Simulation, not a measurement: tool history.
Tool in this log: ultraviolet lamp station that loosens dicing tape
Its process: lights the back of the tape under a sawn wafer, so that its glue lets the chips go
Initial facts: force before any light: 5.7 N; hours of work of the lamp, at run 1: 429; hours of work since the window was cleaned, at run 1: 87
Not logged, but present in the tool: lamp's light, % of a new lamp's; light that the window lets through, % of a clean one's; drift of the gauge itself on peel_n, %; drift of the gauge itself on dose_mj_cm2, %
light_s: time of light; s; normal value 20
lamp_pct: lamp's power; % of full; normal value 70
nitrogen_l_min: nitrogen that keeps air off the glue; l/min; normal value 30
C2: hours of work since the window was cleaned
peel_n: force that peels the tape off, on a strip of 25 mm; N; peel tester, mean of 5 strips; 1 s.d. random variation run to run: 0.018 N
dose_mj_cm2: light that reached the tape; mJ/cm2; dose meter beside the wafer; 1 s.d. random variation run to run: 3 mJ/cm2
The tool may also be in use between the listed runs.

{"run": 1, "hour": 0.0, "light_s": 20, "lamp_pct": 70, "nitrogen_l_min": 30, "hours of work of the lamp": 429, "C2": 87, "peel_n": 1.122, "dose_mj_cm2": 389}
{"run": 2, "hour": 50.7, "light_s": 20, "lamp_pct": 70, "nitrogen_l_min": 30, "hours of work of the lamp": 455, "C2": 112, "peel_n": 1.121, "dose_mj_cm2": 387}
{"run": 3, "hour": 90.1, "light_s": 20, "lamp_pct": 70, "nitrogen_l_min": 30, "hours of work of the lamp": 474, "C2": 132, "peel_n": 1.131, "dose_mj_cm2": 387}
{"run": 4, "hour": 160.5, "light_s": 20, "lamp_pct": 70, "nitrogen_l_min": 30, "hours of work of the lamp": 509, "C2": 167, "peel_n": 1.199, "dose_mj_cm2": 376}
{"run": 5, "hour": 226.3, "light_s": 20, "lamp_pct": 70, "nitrogen_l_min": 30, "hours of work of the lamp": 542, "C2": 200, "peel_n": 1.182, "dose_mj_cm2": 371}
{"run": 6, "hour": 299.8, "light_s": 20, "lamp_pct": 70, "nitrogen_l_min": 30, "hours of work of the lamp": 579, "C2": 237, "peel_n": 1.274, "dose_mj_cm2": 365}
{"run": 7, "hour": 330.9, "light_s": 20, "lamp_pct": 70, "nitrogen_l_min": 30, "hours of work of the lamp": 594, "C2": 252, "peel_n": 1.234, "dose_mj_cm2": 362}
{"run": 8, "hour": 378.2, "light_s": 28, "lamp_pct": 70, "nitrogen_l_min": 30, "hours of work of the lamp": 618, "C2": 276, "peel_n": 0.705, "dose_mj_cm2": 506}
{"run": 9, "hour": 411.6, "light_s": 28, "lamp_pct": 70, "nitrogen_l_min": 30, "hours of work of the lamp": 635, "C2": 292, "peel_n": 0.742, "dose_mj_cm2": 501}
{"run": 10, "hour": 468.0, "light_s": 20, "lamp_pct": 70, "nitrogen_l_min": 15, "hours of work of the lamp": 663, "C2": 320, "peel_n": 1.714, "dose_mj_cm2": 353}
{"run": 11, "hour": 505.6, "light_s": 20, "lamp_pct": 70, "nitrogen_l_min": 15, "hours of work of the lamp": 682, "C2": 339, "peel_n": 1.787, "dose_mj_cm2": 350}
{"run": 12, "hour": 574.3, "light_s": 20, "lamp_pct": 70, "nitrogen_l_min": 15, "hours of work of the lamp": 716, "C2": 374, "peel_n": 1.827, "dose_mj_cm2": 338}
{"run": 13, "hour": 647.4, "light_s": 20, "lamp_pct": 70, "nitrogen_l_min": 15, "hours of work of the lamp": 753, "C2": 410, "peel_n": 1.861, "dose_mj_cm2": 339}
{"run": 14, "hour": 720.7, "light_s": 20, "lamp_pct": 70, "nitrogen_l_min": 15, "hours of work of the lamp": 789, "C2": 447, "peel_n": 1.894, "dose_mj_cm2": 330}
{"hour": 724.5, "done": "window cleaned of glue's vapour"}
{"run": 15, "hour": 753.7, "light_s": 34, "lamp_pct": 70, "nitrogen_l_min": 26, "hours of work of the lamp": 805, "C2": 15, "peel_n": 0.696, "dose_mj_cm2": 541}
{"run": 16, "hour": 816.9, "light_s": 36, "lamp_pct": 81, "nitrogen_l_min": 27, "hours of work of the lamp": 837, "C2": 46, "peel_n": 0.459, "dose_mj_cm2": 658}
{"run": 17, "hour": 872.5, "light_s": 36, "lamp_pct": 81, "nitrogen_l_min": 27, "hours of work of the lamp": 865, "C2": 74, "peel_n": 0.46, "dose_mj_cm2": 646}
{"run": 18, "hour": 934.2, "light_s": 36, "lamp_pct": 81, "nitrogen_l_min": 27, "hours of work of the lamp": 895, "C2": 105, "peel_n": 0.488, "dose_mj_cm2": 640}
{"run": 19, "hour": 968.9, "light_s": 15, "lamp_pct": 68, "nitrogen_l_min": 39, "hours of work of the lamp": 913, "C2": 122, "peel_n": 2.099, "dose_mj_cm2": 221}
{"run": 20, "hour": 1030.4, "light_s": 15, "lamp_pct": 68, "nitrogen_l_min": 39, "hours of work of the lamp": 943, "C2": 153, "peel_n": 2.058, "dose_mj_cm2": 214}
{"run": 21, "hour": 1102.3, "light_s": 27, "lamp_pct": 84, "nitrogen_l_min": 17, "hours of work of the lamp": 979, "C2": 189, "peel_n": 1.081, "dose_mj_cm2": 474}
{"hour": 1131.2, "done": "window cleaned of glue's vapour, once more"}
{"run": 22, "hour": 1137.3, "light_s": 14, "lamp_pct": 65, "nitrogen_l_min": 45, "hours of work of the lamp": 997, "C2": 3, "peel_n": 2.003, "dose_mj_cm2": 215}
{"run": 23, "hour": 1206.7, "light_s": 14, "lamp_pct": 74, "nitrogen_l_min": 45, "hours of work of the lamp": 1031, "C2": 38, "peel_n": 1.831, "dose_mj_cm2": 243}
{"run": 24, "hour": 1275.0, "light_s": 14, "lamp_pct": 74, "nitrogen_l_min": 45, "hours of work of the lamp": 1065, "C2": 72, "peel_n": 1.875, "dose_mj_cm2": 237}
{"run": 25, "hour": 1349.2, "light_s": 14, "lamp_pct": 88, "nitrogen_l_min": 45, "hours of work of the lamp": 1102, "C2": 109, "peel_n": 1.527, "dose_mj_cm2": 278}
{"run": 26, "hour": 1402.1, "light_s": 14, "lamp_pct": 88, "nitrogen_l_min": 45, "hours of work of the lamp": 1129, "C2": 135, "peel_n": 1.553, "dose_mj_cm2": 273}

Take each entry between the runs: how does the hidden state at the last listed run before it differ from the hidden state at the first listed run after it?
Run 14 -> run 15: window cleaned of glue's vapour (hour 724.5)
  lamp's light, % of a new lamp's: 78.3 -> 77.9; light that the window lets through, % of a clean one's: 92.5 -> 90.1
  measured less the result without the state, peel_n: +0.630 -> +0.352 N; dose_mj_cm2: -126 -> -229 mJ/cm2
Run 21 -> run 22: window cleaned of glue's vapour, once more (hour 1131.2)
  lamp's light, % of a new lamp's: 73.3 -> 72.8; light that the window lets through, % of a clean one's: 87.5 -> 100
  measured less the result without the state, peel_n: +0.596 -> +0.620 N; dose_mj_cm2: -265 -> -80 mJ/cm2

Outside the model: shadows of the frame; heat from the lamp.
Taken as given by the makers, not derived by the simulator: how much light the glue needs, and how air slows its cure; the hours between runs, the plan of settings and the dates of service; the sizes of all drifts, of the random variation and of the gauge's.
